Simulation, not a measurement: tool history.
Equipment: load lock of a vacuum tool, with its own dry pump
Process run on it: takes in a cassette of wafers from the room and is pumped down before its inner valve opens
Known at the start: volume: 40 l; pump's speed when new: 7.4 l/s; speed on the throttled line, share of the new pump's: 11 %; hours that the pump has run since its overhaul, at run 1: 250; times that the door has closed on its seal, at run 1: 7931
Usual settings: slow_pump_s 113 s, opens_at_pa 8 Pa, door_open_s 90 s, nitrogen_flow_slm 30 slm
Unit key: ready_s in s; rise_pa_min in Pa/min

run,hour,slow_pump_s,opens_at_pa,door_open_s,nitrogen_flow_slm,hours that the pump has run since its overhaul,times that the door has closed on its seal,"incoming humidity of the room's air, %",ready_s,rise_pa_min
1,0,113,8,90,30,250,7931,45.5,151.9,0.064
2,565.2,113,8,90,30,815,9766,43.9,152.5,0.073
3,925,113,13,90,30,1175,10935,45.9,150.3,0.081
4,1425.6,113,8,90,30,1675,12561,45.8,153.3,0.088
5,1795,113,8,90,15,2045,13760,43.2,153.1,0.107
6,2075.1,113,8,90,30,2325,14670,48.8,154.1,0.098
7,2564.3,84,8,90,30,2814,16259,43.2,127.7,0.107
8,2939.8,84,8,90,30,3189,17478,48.2,128,0.121
9,3429,116,11,48,40,3679,19067,47.1,155,0.117
10,3905,116,11,48,40,4155,20613,42.2,156.3,0.13
11,4267.7,113,15,60,30,4517,21791,41.8,151.5,0.144
12,4721.3,79,9,60,10,4971,23264,40.6,125.1,0.166
13,5116.1,79,9,60,10,5366,24546,42,124.8,0.196
14,5413.1,99,9,90,30,5663,25511,43.9,141.6,0.186
15,6002.9,113,8,169,30,6253,27427,43.4,156.6,0.21
16,6363.7,173,10,44,4,6613,28598,45.6,207.4,0.232

What if the next run were any one of these 3? Each begins from the tool's condition after run 16:
A,6802.6,173,8,105,4,7052,30024,46,?,?
B,6802.6,59,8,90,9,7052,30024,48.6,?,?
C,6802.6,69,8,36,16,7052,30024,45.2,?,?

run,ready_s,rise_pa_min
A,208.8,0.279
B,108.6,0.258
C,117.8,0.217
Without the tool's unlogged condition, the same runs would have read:
run,ready_s,rise_pa_min
A,205.1,0.092
B,103.4,0.072
C,112.7,0.035
